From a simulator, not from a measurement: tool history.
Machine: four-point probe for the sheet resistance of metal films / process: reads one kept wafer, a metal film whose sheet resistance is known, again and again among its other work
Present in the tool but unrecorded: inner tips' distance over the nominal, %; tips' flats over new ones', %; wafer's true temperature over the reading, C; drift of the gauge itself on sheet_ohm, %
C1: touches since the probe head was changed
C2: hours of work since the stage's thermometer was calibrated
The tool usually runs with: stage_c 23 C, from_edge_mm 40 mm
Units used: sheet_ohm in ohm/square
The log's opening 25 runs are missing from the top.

Run 26, hour 1879.8: usual settings but from_edge_mm 4 mm; C1 82183; C2 961. Result: sheet_ohm 0.041326 ohm/square.
Run 27, hour 1934.4: usual settings but from_edge_mm 4 mm; C1 84345; C2 990. Result: sheet_ohm 0.041339 ohm/square.
Run 28, hour 1999.4: usual settings but stage_c 33 C, from_edge_mm 4 mm; C1 86923; C2 1024. Result: sheet_ohm 0.041221 ohm/square.
Run 29, hour 2102.9: usual settings but stage_c 30 C, from_edge_mm 4 mm; C1 91021; C2 1079. Result: sheet_ohm 0.041262 ohm/square.
Run 30, hour 2203.8: usual settings but stage_c 34 C, from_edge_mm 15 mm; C1 95018; C2 1132. Result: sheet_ohm 0.039368 ohm/square.
Run 31, hour 2309.6: usual settings but stage_c 34 C, from_edge_mm 15 mm; C1 99208; C2 1188. Result: sheet_ohm 0.039398 ohm/square.
Run 32, hour 2365.8: usual settings but stage_c 28 C, from_edge_mm 11 mm; C1 101436; C2 1218. Result: sheet_ohm 0.039596 ohm/square.
Run 33, hour 2414.9: usual settings but stage_c 27 C, from_edge_mm 31 mm; C1 103380; C2 1244. Result: sheet_ohm 0.039359 ohm/square.
Run 34, hour 2497.1: usual settings but stage_c 34 C, from_edge_mm 18 mm; C1 106636; C2 1288. Result: sheet_ohm 0.039370 ohm/square.
Run 35, hour 2546.5: usual settings but stage_c 31 C, from_edge_mm 14 mm; C1 108594; C2 1314. Result: sheet_ohm 0.039459 ohm/square.

Below are 4 alternative next runs, each starting from the tool's condition after run 35. Predict each:
Run A, hour 2640.3: usual settings but stage_c 33 C, from_edge_mm 52 mm; C1 112309; C2 1364. Result: sheet_ohm ?.
Run B, hour 2640.3: usual settings but stage_c 22 C, from_edge_mm 12 mm; C1 112309; C2 1364. Result: sheet_ohm ?.
Run C, hour 2640.3: usual settings but stage_c 29 C, from_edge_mm 35 mm; C1 112309; C2 1364. Result: sheet_ohm ?.
Run D, hour 2640.3: usual settings but stage_c 29 C, from_edge_mm 8 mm; C1 112309; C2 1364. Result: sheet_ohm ?.

run  sheet_ohm
  A   0.039299
  B   0.039660
  C   0.039358
  D   0.039846
The same runs, with their run-to-run variation unchanged, on a tool lacking any hidden condition would have given:
run  sheet_ohm
  A   0.039093
  B   0.039450
  C   0.039151
  D   0.039636

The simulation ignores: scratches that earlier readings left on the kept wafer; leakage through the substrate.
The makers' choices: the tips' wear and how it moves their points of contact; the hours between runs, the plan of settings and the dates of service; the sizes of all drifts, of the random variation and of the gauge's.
